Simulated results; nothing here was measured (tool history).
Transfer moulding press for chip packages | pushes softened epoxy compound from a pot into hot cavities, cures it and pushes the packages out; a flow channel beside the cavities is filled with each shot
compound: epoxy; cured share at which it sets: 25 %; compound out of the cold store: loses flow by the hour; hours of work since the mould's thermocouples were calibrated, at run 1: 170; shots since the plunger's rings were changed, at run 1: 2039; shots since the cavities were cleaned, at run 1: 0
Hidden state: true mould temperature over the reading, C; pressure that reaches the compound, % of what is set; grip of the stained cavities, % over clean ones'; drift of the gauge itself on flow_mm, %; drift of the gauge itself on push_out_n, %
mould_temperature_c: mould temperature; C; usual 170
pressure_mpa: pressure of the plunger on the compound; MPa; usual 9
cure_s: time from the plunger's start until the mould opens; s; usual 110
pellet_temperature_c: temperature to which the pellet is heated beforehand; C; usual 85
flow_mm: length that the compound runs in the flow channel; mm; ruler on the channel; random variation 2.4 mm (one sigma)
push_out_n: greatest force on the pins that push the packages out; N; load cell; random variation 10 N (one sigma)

run    hour  mould_temperature_c  pressure_mpa  cure_s  pellet_temperature_c  hours of work since the mould's thermocouples were calibrated  shots since the plunger's rings were changed  shots since the cavities were cleaned  incoming compound's hours out of the cold store  flow_mm  push_out_n
  1       0                  170             9     110                    85                                                            170                                          2039                                      0                                             25.6      964         486
  2    43.8                  170             9     110                    85                                                            193                                          2459                                    420                                             19.8      988         639
  3    96.9                  170             9     102                    85                                                            221                                          2967                                    928                                             44.5      871         740
      112.6  -- cavities cleaned with cleaning compound and waxed
  4   133.5                  174             9     102                    85                                                            240                                          3303                                    200                                             10.3     1010         767
  5   186.2                  174             9     102                    85                                                            268                                          3808                                    705                                             29.7      914         728
      221.6  -- cavities cleaned with cleaning compound and waxed
  6   240.1                  174             9     102                    85                                                            296                                          4310                                    176                                             24.3      929         546
  7   301.2                  174             9     102                    85                                                            328                                          4895                                    761                                             20.7      942         641
      331.1  -- cavities cleaned with cleaning compound and waxed
  8   359.4                  174             9     102                    85                                                            358                                          5439                                    272                                              9.5      990         580
      381.3  -- cavities cleaned with cleaning compound and waxed, once more
  9   391.7                  174             9     102                    85                                                            375                                          5734                                    100                                             11.3      976         516
      397.5  -- plunger's sealing rings changed
      452.6  -- mould's thermocouples calibrated
 10   467.2                  174             9     102                    85                                                              8                                           648                                    780                                               15     1009         632
      496.1  -- cavities cleaned with cleaning compound and waxed
 11   510.6                  174             9     102                    85                                                             30                                          1049                                    139                                             29.1      938         508
 12   561.4                  170          7.88     102                    85                                                             57                                          1535                                    625                                             30.8      885         710
 13     595                  170          7.88     102                    93                                                             75                                          1858                                    948                                             40.1      840         728
      605.2  -- cavities cleaned with cleaning compound and waxed
 14   643.1                  170             9     110                    87                                                            100                                          2304                                    363                                             28.1      950         591
      713.7  -- cavities cleaned with cleaning compound and waxed
 15   713.7                  173          7.85     104                    82                                                            136                                          2966                                      0                                             35.5      842         477
 16   783.4                  173          7.85     104                    82                                                            173                                          3633                                    667                                             37.3      823         650
 17   817.3                  170           7.4     110                    85                                                            191                                          3958                                    992                                             37.6      811         693
      827.5  -- cavities cleaned with cleaning compound and waxed
 18   890.2                  170             9      94                    85                                                            229                                          4642                                    601                                             29.4      919         800
      938.7  -- cavities cleaned with cleaning compound and waxed
 19   942.9                  170          9.19     110                    77                                                            256                                          5132                                     39                                             35.5      902         501
 20   981.4                  170             9     140                    85                                                            277                                          5502                                    409                                             26.6      930         565
       1012  -- plunger's sealing rings changed
 21  1036.9                  170         10.83     110                    84                                                            305                                           239                                    916                                             27.2     1070         701

How the hidden state differs across the entries between the runs, from the last listed run before each to the first after it:
Between runs 3 and 4: cavities cleaned with cleaning compound and waxed (hour 112.6)
  true mould temperature over the reading, C: -0.5 -> -0.53; pressure that reaches the compound, % of what is set: 93.77 -> 93.15; grip of the stained cavities, % over clean ones': 43.5 -> 68.5
  measured less the result without the state, flow_mm: -27 -> -34 mm; push_out_n: +233 -> +316 N
Between runs 5 and 6: cavities cleaned with cleaning compound and waxed (hour 221.6)
  true mould temperature over the reading, C: -0.57 -> -0.61; pressure that reaches the compound, % of what is set: 92.27 -> 91.31; grip of the stained cavities, % over clean ones': 56.5 -> 16
  measured less the result without the state, flow_mm: -35 -> -41 mm; push_out_n: +267 -> +82 N
Between runs 7 and 8: cavities cleaned with cleaning compound and waxed (hour 331.1)
  true mould temperature over the reading, C: -0.65 -> -0.69; pressure that reaches the compound, % of what is set: 90.3 -> 89.32; grip of the stained cavities, % over clean ones': 40 -> 23
  measured less the result without the state, flow_mm: -46 -> -54 mm; push_out_n: +190 -> +116 N
Between runs 8 and 9: cavities cleaned with cleaning compound and waxed, once more (hour 381.3)
  true mould temperature over the reading, C: -0.69 -> -0.72; pressure that reaches the compound, % of what is set: 89.32 -> 88.76; grip of the stained cavities, % over clean ones': 23 -> 10
  measured less the result without the state, flow_mm: -54 -> -56 mm; push_out_n: +116 -> +56 N
Between runs 9 and 10: plunger's sealing rings changed (hour 397.5); mould's thermocouples calibrated (hour 452.6)
  true mould temperature over the reading, C: -0.72 -> -0.07; pressure that reaches the compound, % of what is set: 88.76 -> 98.45; grip of the stained cavities, % over clean ones': 10 -> 40.1
  measured less the result without the state, flow_mm: -56 -> -8 mm; push_out_n: +56 -> +184 N
Between runs 10 and 11: cavities cleaned with cleaning compound and waxed (hour 496.1)
  true mould temperature over the reading, C: -0.07 -> -0.1; pressure that reaches the compound, % of what is set: 98.45 -> 97.67; grip of the stained cavities, % over clean ones': 40.1 -> 11.8
  measured less the result without the state, flow_mm: -8 -> -11 mm; push_out_n: +184 -> +54 N
Between runs 13 and 14: cavities cleaned with cleaning compound and waxed (hour 605.2)
  true mould temperature over the reading, C: -0.17 -> -0.2; pressure that reaches the compound, % of what is set: 96.22 -> 95.43; grip of the stained cavities, % over clean ones': 43.4 -> 27.4
  measured less the result without the state, flow_mm: -16 -> -22 mm; push_out_n: +223 -> +131 N
Between runs 14 and 15: cavities cleaned with cleaning compound and waxed (hour 713.7)
  true mould temperature over the reading, C: -0.2 -> -0.25; pressure that reaches the compound, % of what is set: 95.43 -> 94.2; grip of the stained cavities, % over clean ones': 27.4 -> 2.1
  measured less the result without the state, flow_mm: -22 -> -25 mm; push_out_n: +131 -> +12 N
Between runs 17 and 18: cavities cleaned with cleaning compound and waxed (hour 827.5)
  true mould temperature over the reading, C: -0.33 -> -0.39; pressure that reaches the compound, % of what is set: 92.44 -> 91.15; grip of the stained cavities, % over clean ones': 44.2 -> 35.7
  measured less the result without the state, flow_mm: -31 -> -42 mm; push_out_n: +218 -> +224 N
Between runs 18 and 19: cavities cleaned with cleaning compound and waxed (hour 938.7)
  true mould temperature over the reading, C: -0.39 -> -0.43; pressure that reaches the compound, % of what is set: 91.15 -> 90.22; grip of the stained cavities, % over clean ones': 35.7 -> 4.7
  measured less the result without the state, flow_mm: -42 -> -46 mm; push_out_n: +224 -> +29 N
Between runs 20 and 21: plunger's sealing rings changed (hour 1012)
  true mould temperature over the reading, C: -0.46 -> -0.5; pressure that reaches the compound, % of what is set: 89.52 -> 99.21; grip of the stained cavities, % over clean ones': 30.5 -> 43.1
  measured less the result without the state, flow_mm: -51 -> -2 mm; push_out_n: +133 -> +222 N
